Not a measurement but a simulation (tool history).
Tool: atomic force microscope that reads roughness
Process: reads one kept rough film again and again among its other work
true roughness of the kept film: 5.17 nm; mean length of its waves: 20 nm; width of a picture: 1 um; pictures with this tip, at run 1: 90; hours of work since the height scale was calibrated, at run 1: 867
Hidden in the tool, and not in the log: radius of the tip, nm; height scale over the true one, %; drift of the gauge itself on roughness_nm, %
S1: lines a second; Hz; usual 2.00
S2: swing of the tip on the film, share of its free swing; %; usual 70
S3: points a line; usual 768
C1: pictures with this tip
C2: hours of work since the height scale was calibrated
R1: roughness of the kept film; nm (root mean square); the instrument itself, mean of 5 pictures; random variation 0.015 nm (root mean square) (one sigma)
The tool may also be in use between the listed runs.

run,hour,S1,S2,S3,C1,C2,R1
1,0.0,2.00,70,768,90,867,2.247
2,21.2,2.00,70,768,117,882,2.050
# hour 46.6: new tip fitted
3,47.6,2.00,70,768,1,901,3.563
4,80.8,2.00,70,768,43,924,2.893
5,119.2,2.00,72,768,91,952,2.374
6,136.3,2.00,60,768,113,964,2.236
7,163.7,2.00,60,768,148,984,1.978
# hour 167.9: new tip fitted
8,193.6,2.00,70,768,33,1005,2.957
9,210.5,2.00,70,768,54,1017,2.681
10,236.4,2.00,70,768,87,1036,2.368
11,263.9,2.95,70,768,122,1055,2.076
# hour 274.1: height scale calibrated on a step standard
# hour 287.7: new tip fitted
12,287.9,2.95,70,768,0,10,3.432
13,310.1,2.00,70,768,28,25,3.029
14,336.2,2.00,70,768,61,44,2.622
# hour 364.4: height scale calibrated on a step standard, once more
15,374.5,2.00,70,768,108,7,2.286
# hour 407.7: new tip fitted
16,409.2,2.00,70,768,2,32,3.596
17,437.3,2.00,70,768,38,52,3.006
18,455.4,2.00,78,768,61,65,2.666
19,477.7,2.00,78,474,89,81,2.385
20,515.0,2.00,64,768,136,108,2.121
# hour 528.1: new tip fitted
21,547.9,2.00,64,768,25,131,3.221
22,583.7,2.00,70,768,70,156,2.603
23,621.8,2.00,70,768,119,184,2.203
# hour 646.2: new tip fitted
24,658.4,0.56,77,385,15,209,3.369
25,677.1,0.56,61,477,39,223,3.036
26,699.8,0.86,86,477,67,239,2.610
27,718.0,0.89,66,768,90,252,2.430
28,744.9,0.89,61,432,124,271,2.154
# hour 765.7: new tip fitted
29,777.0,1.85,79,722,14,294,3.312
30,817.5,1.85,79,722,66,323,2.617
31,836.9,0.71,80,923,90,337,2.477
32,854.1,2.38,58,457,112,349,2.259
# hour 884.1: new tip fitted
33,889.3,2.38,58,457,7,374,3.512
34,925.3,3.99,58,385,52,400,2.781
35,954.8,3.27,58,385,89,421,2.439
36,985.3,3.20,73,454,128,443,2.078
# hour 1002.7: new tip fitted
37,1015.8,3.20,73,454,17,464,3.149
38,1050.5,2.00,77,258,61,489,2.506
39,1086.1,2.00,70,555,106,515,2.229
40,1111.0,3.88,78,362,137,533,1.883
# hour 1123.7: new tip fitted
41,1132.3,3.17,75,294,11,547,3.202
42,1150.8,2.38,70,603,34,561,2.988
43,1187.7,1.06,70,801,81,587,2.548
44,1217.5,2.00,67,458,118,608,2.163
# hour 1244.6: new tip fitted
45,1254.0,2.00,56,768,12,634,3.457
46,1290.7,3.55,60,970,58,660,2.725

Hidden state or all else? Some run-to-run changes of R1, split into what the settings, what came in and random variation would give without the hidden state, and what is left for the hidden state (with any gauge scatter that isn't in both results):
Run 2 -> 3: new tip fitted. R1 +1.513 nm (root mean square): hidden state +1.491, all else +0.022.
Run 11 -> 12: height scale calibrated on a step standard, new tip fitted. R1 +1.356 nm (root mean square): hidden state +1.348, all else +0.008.
Run 15 -> 16: new tip fitted. R1 +1.310 nm (root mean square): hidden state +1.328, all else -0.018.
Run 40 -> 41: S1 3.88 -> 3.17, S2 78 -> 75, S3 362 -> 294, new tip fitted. R1 +1.319 nm (root mean square): hidden state +1.249, all else +0.070.

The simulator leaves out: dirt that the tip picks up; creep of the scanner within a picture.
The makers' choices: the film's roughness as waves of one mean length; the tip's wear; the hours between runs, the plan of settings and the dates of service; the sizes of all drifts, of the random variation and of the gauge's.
